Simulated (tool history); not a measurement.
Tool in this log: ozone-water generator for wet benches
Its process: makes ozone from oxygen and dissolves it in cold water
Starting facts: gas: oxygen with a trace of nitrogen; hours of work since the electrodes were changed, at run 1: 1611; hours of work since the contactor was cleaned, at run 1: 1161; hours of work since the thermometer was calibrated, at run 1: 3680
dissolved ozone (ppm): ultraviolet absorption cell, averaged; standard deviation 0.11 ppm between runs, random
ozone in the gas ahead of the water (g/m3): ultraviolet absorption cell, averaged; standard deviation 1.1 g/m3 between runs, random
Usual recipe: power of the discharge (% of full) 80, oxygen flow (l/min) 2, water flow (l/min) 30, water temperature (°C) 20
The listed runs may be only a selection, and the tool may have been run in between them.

| run | hour | power of the discharge (% of full) | oxygen flow (l/min) | water flow (l/min) | water temperature (°C) | hours of work since the electrodes were changed | hours of work since the contactor was cleaned | hours of work since the thermometer was calibrated | dissolved ozone (ppm) | ozone in the gas ahead of the water (g/m3) |
|---|---|---|---|---|---|---|---|---|---|---|
| 1 | 0 | 80 | 2 | 30 | 20 | 1611 | 1161 | 3680 | 7.9 | 199.4 |
| 2 | 67.9 | 48 | 2 | 30 | 20 | 1655 | 1204 | 3723 | 5.4 | 139 |
| 3 | 107.3 | 48 | 2 | 30 | 20 | 1680 | 1230 | 3749 | 5.5 | 137.9 |
| 4 | 156.3 | 68 | 2 | 30 | 20 | 1711 | 1261 | 3780 | 7.1 | 179.7 |
| 5 | 197.9 | 68 | 2 | 30 | 19 | 1738 | 1288 | 3807 | 7.2 | 178.4 |
| 6 | 251 | 68 | 2 | 30 | 19 | 1772 | 1322 | 3841 | 7.1 | 176.6 |
| 7 | 297.7 | 68 | 2 | 30 | 19 | 1803 | 1352 | 3871 | 6.9 | 179.5 |
| 8 | 356.8 | 80 | 2 | 33 | 20 | 1841 | 1390 | 3909 | 7 | 200.6 |
| 9 | 415.5 | 80 | 2 | 33 | 17 | 1878 | 1428 | 3947 | 7.5 | 200.2 |
| 10 | 483.8 | 80 | 2 | 33 | 22 | 1922 | 1472 | 3991 | 7 | 201.8 |
| 11 | 513.4 | 80 | 1.35 | 30 | 20 | 1941 | 1491 | 4010 | 7.1 | 250.1 |
| 12 | 581 | 80 | 2 | 30 | 20 | 1985 | 1535 | 4054 | 7.9 | 200.1 |
| 13 | 643.2 | 80 | 2 | 30 | 20 | 2025 | 1575 | 4094 | 7.8 | 200.2 |
| 14 | 672.4 | 80 | 2 | 30 | 20 | 2044 | 1594 | 4113 | 7.9 | 200.7 |
| 15 | 733.5 | 46 | 2 | 30 | 20 | 2083 | 1633 | 4152 | 5.4 | 134.4 |
| 16 | 794.9 | 80 | 2.77 | 30 | 20 | 2123 | 1672 | 4192 | 8.5 | 167.1 |
| 17 | 847 | 80 | 1.67 | 30 | 13 | 2156 | 1706 | 4225 | 7.8 | 222.5 |
| 18 | 887.3 | 45 | 2.31 | 42 | 17 | 2182 | 1732 | 4251 | 3.7 | 121.8 |
| 19 | 933.6 | 45 | 2.31 | 42 | 17 | 2212 | 1762 | 4281 | 3.7 | 122.4 |
| 20 | 998.3 | 45 | 2.31 | 34 | 19 | 2254 | 1803 | 4322 | 4.7 | 122.3 |
| 21 | 1030 | 98 | 2 | 25 | 19 | 2274 | 1824 | 4343 | 11.1 | 230.2 |
| 22 | 1069.4 | 80 | 2.53 | 30 | 20 | 2299 | 1849 | 4368 | 8.5 | 174.7 |
| 23 | 1132.4 | 80 | 2.53 | 30 | 20 | 2340 | 1890 | 4409 | 8.3 | 175.5 |
| 24 | 1176.3 | 63 | 2 | 30 | 24 | 2368 | 1918 | 4437 | 6.4 | 167.7 |
| 25 | 1235.4 | 80 | 1.25 | 46 | 20 | 2406 | 1956 | 4475 | 4.2 | 260.4 |
| 26 | 1266.5 | 58 | 2 | 31 | 16 | 2426 | 1976 | 4495 | 6.2 | 159.1 |
| 27 | 1311.5 | 41 | 3.56 | 31 | 14 | 2455 | 2005 | 4524 | 5.7 | 87.7 |
| 28 | 1370.5 | 41 | 3.56 | 19 | 25 | 2493 | 2043 | 4562 | 7.7 | 87.9 |
| 29 | 1403.6 | 41 | 3.56 | 19 | 25 | 2515 | 2064 | 4584 | 7.8 | 87.6 |
| 30 | 1460.2 | 80 | 2 | 46 | 20 | 2551 | 2101 | 4620 | 5.1 | 201.4 |
| 31 | 1528.7 | 80 | 2 | 46 | 20 | 2595 | 2145 | 4664 | 4.8 | 199.8 |
|  | 1575.7 | water thermometer calibrated |
| 32 | 1589.4 | 80 | 2 | 46 | 20 | 2634 | 2184 | 9 | 4.8 | 199.1 |

How the hidden state differs across the entries between the runs, from the last listed run before each to the first after it:
Runs 31 to 32: water thermometer calibrated (hour 1575.7)
  true water temperature over the reading, C: 0.01 -> 0
